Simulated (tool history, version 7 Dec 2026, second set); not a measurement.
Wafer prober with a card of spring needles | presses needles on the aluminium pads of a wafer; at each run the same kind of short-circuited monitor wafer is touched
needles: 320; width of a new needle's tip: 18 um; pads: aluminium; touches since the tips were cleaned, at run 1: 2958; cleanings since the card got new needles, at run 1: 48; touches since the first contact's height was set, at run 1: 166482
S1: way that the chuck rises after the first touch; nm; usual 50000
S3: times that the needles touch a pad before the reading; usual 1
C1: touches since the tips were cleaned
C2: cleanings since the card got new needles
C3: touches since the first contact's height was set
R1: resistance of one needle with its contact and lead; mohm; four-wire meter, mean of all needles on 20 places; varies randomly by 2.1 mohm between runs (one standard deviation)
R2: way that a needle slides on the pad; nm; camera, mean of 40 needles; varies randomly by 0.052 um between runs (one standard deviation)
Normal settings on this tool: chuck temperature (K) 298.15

Run 1, day 0.000: usual settings; C1 2958; C2 48; C3 166482. Result: R1 358 mohm, R2 6570 nm.
At day 0.046: tips cleaned on abrasive film.
At day 0.250: height of the first contact set anew.
At day 0.408: tips cleaned on abrasive film.
Run 2, day 0.508: usual settings; C1 943; C2 50; C3 2430. Result: R1 279 mohm, R2 6970 nm.
At day 0.771: tips cleaned on abrasive film.
Run 3, day 1.012: usual settings; C1 2330; C2 51; C3 7221. Result: R1 321 mohm, R2 6940 nm.
At day 1.108: tips cleaned on abrasive film.
At day 1.446: tips cleaned on abrasive film.
Run 4, day 1.458: usual settings; C1 86; C2 53; C3 11372. Result: R1 238 mohm, R2 6990 nm.
At day 1.808: tips cleaned on abrasive film.
Run 5, day 2.067: usual settings; C1 2432; C2 54; C3 17139. Result: R1 325 mohm, R2 6910 nm.
At day 2.162: tips cleaned on abrasive film.
At day 2.504: tips cleaned on abrasive film.
Run 6, day 2.517: usual settings; C1 109; C2 56; C3 21374. Result: R1 242 mohm, R2 7000 nm.
At day 2.854: tips cleaned on abrasive film.
Run 7, day 2.942: usual settings; C1 823; C2 57; C3 25374. Result: R1 273 mohm, R2 6900 nm.
At day 3.200: tips cleaned on abrasive film.
At day 3.254: tips cleaned on abrasive film, once more.
Run 8, day 3.512: usual settings; C1 2450; C2 59; C3 30736. Result: R1 322 mohm, R2 6900 nm.
At day 3.629: tips cleaned on abrasive film.
Run 9, day 3.950: usual settings; C1 3049; C2 60; C3 34866. Result: R1 347 mohm, R2 6820 nm.
At day 3.988: tips cleaned on abrasive film.
Run 10, day 4.275: usual settings; C1 2752; C2 61; C3 37935. Result: R1 336 mohm, R2 6870 nm.
At day 4.346: tips cleaned on abrasive film.
At day 4.721: tips cleaned on abrasive film.
Run 11, day 4.742: usual settings; C1 220; C2 63; C3 42330. Result: R1 254 mohm, R2 6830 nm.
At day 5.062: tips cleaned on abrasive film.
Run 12, day 5.250: usual settings; C1 1787; C2 64; C3 47126. Result: R1 312 mohm, R2 6880 nm.
At day 5.404: tips cleaned on abrasive film.
Run 13, day 5.562: usual settings but chuck temperature (K) 345.15; C1 1541; C2 65; C3 50082. Result: R1 320 mohm, R2 6900 nm.
At day 5.754: tips cleaned on abrasive film.
Run 14, day 5.888: usual settings; C1 1259; C2 66; C3 53130. Result: R1 296 mohm, R2 6890 nm.
At day 6.121: tips cleaned on abrasive film.
Run 15, day 6.400: usual settings but S3 2; C1 2689; C2 67; C3 57991. Result: R1 295 mohm, R2 6840 nm.
At day 6.492: tips cleaned on abrasive film.
Run 16, day 6.708: usual settings but S3 2; C1 2077; C2 68; C3 60874. Result: R1 283 mohm, R2 6790 nm.
At day 6.854: tips cleaned on abrasive film.
Run 17, day 7.012: usual settings but S1 42000 nm, chuck temperature (K) 373.15; C1 1536; C2 69; C3 63762. Result: R1 360 mohm, R2 5680 nm.
At day 7.196: tips cleaned on abrasive film.
Run 18, day 7.517: usual settings but S1 49000 nm, chuck temperature (K) 303.15, S3 3; C1 3051; C2 70; C3 68517. Result: R1 280 mohm, R2 6630 nm.
At day 7.546: tips cleaned on abrasive film.
At day 7.888: tips cleaned on abrasive film.
Run 19, day 7.888: usual settings but S1 57000 nm, chuck temperature (K) 333.15, S3 3; C1 0; C2 72; C3 71968. Result: R1 239 mohm, R2 7710 nm.
Run 20, day 8.162: usual settings but S1 57000 nm, chuck temperature (K) 333.15, S3 3; C1 2621; C2 72; C3 74589. Result: R1 264 mohm, R2 7670 nm.
At day 8.242: tips cleaned on abrasive film.
At day 8.600: tips cleaned on abrasive film.
Run 21, day 8.783: usual settings but S1 57000 nm, chuck temperature (K) 333.15; C1 1750; C2 74; C3 80432. Result: R1 290 mohm, R2 7770 nm.
At day 8.942: tips cleaned on abrasive film.
Run 22, day 9.204: usual settings but S1 51000 nm, chuck temperature (K) 333.15, S3 2; C1 2477; C2 75; C3 84409. Result: R1 300 mohm, R2 6870 nm.
At day 9.292: tips cleaned on abrasive film.
At day 9.633: tips cleaned on abrasive film.
Run 23, day 9.642: usual settings but S1 51000 nm, chuck temperature (K) 333.15; C1 96; C2 77; C3 88526. Result: R1 256 mohm, R2 6880 nm.
Run 24, day 9.946: usual settings but S1 51000 nm, chuck temperature (K) 333.15; C1 2993; C2 77; C3 91423. Result: R1 352 mohm, R2 6890 nm.
At day 10.000: tips cleaned on abrasive film.
Run 25, day 10.242: usual settings but S1 37000 nm, chuck temperature (K) 346.15; C1 2291; C2 78; C3 94190. Result: R1 425 mohm, R2 4880 nm.
At day 10.350: tips cleaned on abrasive film.
At day 10.708: tips cleaned on abrasive film.
Run 26, day 10.742: usual settings but S1 37000 nm, chuck temperature (K) 346.15; C1 313; C2 80; C3 98899. Result: R1 315 mohm, R2 4820 nm.
At day 11.058: tips cleaned on abrasive film.
Run 27, day 11.092: usual settings but S1 37000 nm, chuck temperature (K) 304.15; C1 313; C2 81; C3 102172. Result: R1 299 mohm, R2 4890 nm.
At day 11.408: tips cleaned on abrasive film.
Run 28, day 11.492: usual settings but S1 41000 nm, chuck temperature (K) 321.15; C1 813; C2 82; C3 105978. Result: R1 321 mohm, R2 5400 nm.
At day 11.746: tips cleaned on abrasive film.
Run 29, day 11.908: usual settings but S1 59000 nm, chuck temperature (K) 311.15, S3 2; C1 1536; C2 83; C3 109887. Result: R1 262 mohm, R2 7940 nm.

What if the next run were any one of these 4? Each begins from the tool's condition after run 29:
At day 12.092: tips cleaned on abrasive film.
Run A, day 12.162: usual settings but S1 32000 nm, chuck temperature (K) 326.15, S3 3; C1 649; C2 84; C3 112276. Result: R1 ?, R2 ?.
At day 12.092: tips cleaned on abrasive film.
Run B, day 12.162: usual settings but S1 44000 nm, chuck temperature (K) 306.15, S3 2; C1 649; C2 84; C3 112276. Result: R1 ?, R2 ?.
At day 12.092: tips cleaned on abrasive film.
Run C, day 12.162: usual settings but S1 34000 nm, chuck temperature (K) 303.15; C1 649; C2 84; C3 112276. Result: R1 ?, R2 ?.
At day 12.092: tips cleaned on abrasive film.
Run D, day 12.162: usual settings but S1 65000 nm, chuck temperature (K) 311.15, S3 3; C1 649; C2 84; C3 112276. Result: R1 ?, R2 ?.

run   R1    R2
  A  291  4220
  B  269  5870
  C  335  4370
  D  238  8730
Without the tool's hidden state the same runs would have given:
run   R1    R2
  A  248  4560
  B  233  6210
  C  242  4720
  D  226  9070

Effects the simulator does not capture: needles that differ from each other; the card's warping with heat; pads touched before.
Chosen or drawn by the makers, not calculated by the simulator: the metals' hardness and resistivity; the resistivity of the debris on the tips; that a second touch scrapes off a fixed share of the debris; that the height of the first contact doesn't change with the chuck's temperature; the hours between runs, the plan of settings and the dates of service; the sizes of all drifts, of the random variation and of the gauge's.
